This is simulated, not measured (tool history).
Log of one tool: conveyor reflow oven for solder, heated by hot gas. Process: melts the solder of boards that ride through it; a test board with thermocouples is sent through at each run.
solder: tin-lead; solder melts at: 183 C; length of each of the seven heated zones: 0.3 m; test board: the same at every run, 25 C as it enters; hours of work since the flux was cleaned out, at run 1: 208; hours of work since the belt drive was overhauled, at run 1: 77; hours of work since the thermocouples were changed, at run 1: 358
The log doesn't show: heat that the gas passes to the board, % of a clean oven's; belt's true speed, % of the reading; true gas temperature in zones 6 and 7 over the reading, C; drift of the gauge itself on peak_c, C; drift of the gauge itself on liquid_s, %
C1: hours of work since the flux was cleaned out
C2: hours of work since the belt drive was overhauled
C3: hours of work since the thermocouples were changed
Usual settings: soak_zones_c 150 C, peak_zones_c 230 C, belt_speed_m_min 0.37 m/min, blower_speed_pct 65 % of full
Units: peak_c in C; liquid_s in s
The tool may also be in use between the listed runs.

run 1 hour=0 | soak_zones_c=150 peak_zones_c=230 belt_speed_m_min=0.37 blower_speed_pct=65 | C1=208 C2=77 C3=358 | peak_c=218.9 liquid_s=81.6
run 2 hour=7 | soak_zones_c=150 peak_zones_c=230 belt_speed_m_min=0.37 blower_speed_pct=65 | C1=211 C2=80 C3=361 | peak_c=219.1 liquid_s=81.3
run 3 hour=17.1 | soak_zones_c=150 peak_zones_c=230 belt_speed_m_min=0.37 blower_speed_pct=65 | C1=215 C2=84 C3=365 | peak_c=218.7 liquid_s=81.4
run 4 hour=26.6 | soak_zones_c=150 peak_zones_c=230 belt_speed_m_min=0.37 blower_speed_pct=65 | C1=219 C2=88 C3=369 | peak_c=218.8 liquid_s=81.4
run 5 hour=31.1 | soak_zones_c=150 peak_zones_c=230 belt_speed_m_min=0.37 blower_speed_pct=65 | C1=221 C2=90 C3=371 | peak_c=219.2 liquid_s=81.3
run 6 hour=38.5 | soak_zones_c=150 peak_zones_c=230 belt_speed_m_min=0.37 blower_speed_pct=65 | C1=224 C2=93 C3=374 | peak_c=219.1 liquid_s=81.3
run 7 hour=45.2 | soak_zones_c=150 peak_zones_c=230 belt_speed_m_min=0.378 blower_speed_pct=65 | C1=227 C2=96 C3=377 | peak_c=218.5 liquid_s=79
run 8 hour=50.9 | soak_zones_c=150 peak_zones_c=230 belt_speed_m_min=0.378 blower_speed_pct=65 | C1=229 C2=98 C3=380 | peak_c=218.7 liquid_s=79.1
run 9 hour=61.1 | soak_zones_c=150 peak_zones_c=230 belt_speed_m_min=0.378 blower_speed_pct=65 | C1=233 C2=102 C3=384 | peak_c=218.3 liquid_s=79
run 10 hour=70.4 | soak_zones_c=150 peak_zones_c=230 belt_speed_m_min=0.378 blower_speed_pct=65 | C1=237 C2=106 C3=388 | peak_c=218.4 liquid_s=79.1
run 11 hour=77.9 | soak_zones_c=150 peak_zones_c=230 belt_speed_m_min=0.378 blower_speed_pct=65 | C1=240 C2=109 C3=391 | peak_c=218.5 liquid_s=79.5
run 12 hour=86.7 | soak_zones_c=150 peak_zones_c=230 belt_speed_m_min=0.378 blower_speed_pct=65 | C1=244 C2=113 C3=395 | peak_c=218.3 liquid_s=79.6
run 13 hour=93.8 | soak_zones_c=150 peak_zones_c=239 belt_speed_m_min=0.378 blower_speed_pct=65 | C1=247 C2=116 C3=398 | peak_c=226.3 liquid_s=85.3
run 14 hour=100.2 | soak_zones_c=150 peak_zones_c=230 belt_speed_m_min=0.37 blower_speed_pct=80 | C1=250 C2=119 C3=400 | peak_c=221.1 liquid_s=83.7
-- hour=114.8 flux residue cleaned out of gas plates and filters
run 15 hour=114.9 | soak_zones_c=150 peak_zones_c=230 belt_speed_m_min=0.37 blower_speed_pct=80 | C1=0 C2=123 C3=404 | peak_c=221.9 liquid_s=84.4
run 16 hour=123.5 | soak_zones_c=150 peak_zones_c=230 belt_speed_m_min=0.37 blower_speed_pct=62 | C1=4 C2=126 C3=408 | peak_c=219.2 liquid_s=81.7
run 17 hour=130.8 | soak_zones_c=150 peak_zones_c=230 belt_speed_m_min=0.37 blower_speed_pct=62 | C1=7 C2=129 C3=411 | peak_c=219.6 liquid_s=81.5
run 18 hour=136.9 | soak_zones_c=150 peak_zones_c=218 belt_speed_m_min=0.3 blower_speed_pct=65 | C1=9 C2=132 C3=414 | peak_c=212.9 liquid_s=97.2
run 19 hour=142 | soak_zones_c=149 peak_zones_c=218 belt_speed_m_min=0.309 blower_speed_pct=65 | C1=11 C2=134 C3=416 | peak_c=212.4 liquid_s=92.5
run 20 hour=150.6 | soak_zones_c=149 peak_zones_c=218 belt_speed_m_min=0.309 blower_speed_pct=65 | C1=15 C2=138 C3=419 | peak_c=212.3 liquid_s=92.2
-- hour=155 belt drive overhauled, speed set with a stopwatch
run 21 hour=163.4 | soak_zones_c=144 peak_zones_c=245 belt_speed_m_min=0.37 blower_speed_pct=65 | C1=19 C2=4 C3=423 | peak_c=232.4 liquid_s=88.9
run 22 hour=171.8 | soak_zones_c=144 peak_zones_c=228 belt_speed_m_min=0.333 blower_speed_pct=77 | C1=22 C2=7 C3=426 | peak_c=221 liquid_s=90.9
run 23 hour=178.1 | soak_zones_c=144 peak_zones_c=228 belt_speed_m_min=0.333 blower_speed_pct=77 | C1=25 C2=10 C3=429 | peak_c=221.2 liquid_s=91.2
run 24 hour=184.8 | soak_zones_c=144 peak_zones_c=228 belt_speed_m_min=0.333 blower_speed_pct=85 | C1=28 C2=13 C3=432 | peak_c=222.1 liquid_s=92.2
-- hour=196.6 belt drive overhauled, speed set with a stopwatch, once more
run 25 hour=196.6 | soak_zones_c=144 peak_zones_c=228 belt_speed_m_min=0.333 blower_speed_pct=85 | C1=31 C2=0 C3=435 | peak_c=222.1 liquid_s=91.5
run 26 hour=201.1 | soak_zones_c=144 peak_zones_c=228 belt_speed_m_min=0.333 blower_speed_pct=53 | C1=33 C2=2 C3=437 | peak_c=217.5 liquid_s=85.6
run 27 hour=209 | soak_zones_c=148 peak_zones_c=225 belt_speed_m_min=0.397 blower_speed_pct=65 | C1=36 C2=5 C3=440 | peak_c=213.1 liquid_s=69
run 28 hour=217.8 | soak_zones_c=148 peak_zones_c=225 belt_speed_m_min=0.323 blower_speed_pct=83 | C1=40 C2=9 C3=444 | peak_c=219.6 liquid_s=95.1
run 29 hour=225.2 | soak_zones_c=150 peak_zones_c=230 belt_speed_m_min=0.418 blower_speed_pct=65 | C1=43 C2=12 C3=447 | peak_c=216.2 liquid_s=69.5
run 30 hour=234.8 | soak_zones_c=154 peak_zones_c=224 belt_speed_m_min=0.37 blower_speed_pct=65 | C1=47 C2=16 C3=451 | peak_c=214.9 liquid_s=80

Measured less the same run without the tool's hidden state. The same run-to-run variation is in both; the gauge's scatter may not be:
run=1 peak_c=+0 liquid_s=+0
run=2 peak_c=+0.1 liquid_s=+0.1
run=3 peak_c=+0 liquid_s=+0
run=4 peak_c=+0 liquid_s=+0
run=5 peak_c=+0.1 liquid_s=+0.1
run=6 peak_c=+0.1 liquid_s=+0.1
run=7 peak_c=+0.1 liquid_s=+0
run=8 peak_c=+0.1 liquid_s=+0
run=9 peak_c=+0 liquid_s=+0.1
run=10 peak_c=+0 liquid_s=+0.1
run=11 peak_c=+0 liquid_s=+0
run=12 peak_c=+0 liquid_s=+0.1
run=13 peak_c=+0 liquid_s=+0.2
run=14 peak_c=+0 liquid_s=+0
run=15 peak_c=+0.8 liquid_s=+0.9
run=16 peak_c=+0.8 liquid_s=+1
run=17 peak_c=+0.8 liquid_s=+0.9
run=18 peak_c=+0.8 liquid_s=+1.2
run=19 peak_c=+0.9 liquid_s=+1.2
run=20 peak_c=+0.9 liquid_s=+1.3
run=21 peak_c=+0.8 liquid_s=+0.9
run=22 peak_c=+0.9 liquid_s=+1
run=23 peak_c=+0.9 liquid_s=+1
run=24 peak_c=+0.8 liquid_s=+1
run=25 peak_c=+0.7 liquid_s=+0.4
run=26 peak_c=+0.7 liquid_s=+0.7
run=27 peak_c=+0.7 liquid_s=+0.5
run=28 peak_c=+0.8 liquid_s=+0.5
run=29 peak_c=+0.6 liquid_s=+0.4
run=30 peak_c=+0.8 liquid_s=+0.5

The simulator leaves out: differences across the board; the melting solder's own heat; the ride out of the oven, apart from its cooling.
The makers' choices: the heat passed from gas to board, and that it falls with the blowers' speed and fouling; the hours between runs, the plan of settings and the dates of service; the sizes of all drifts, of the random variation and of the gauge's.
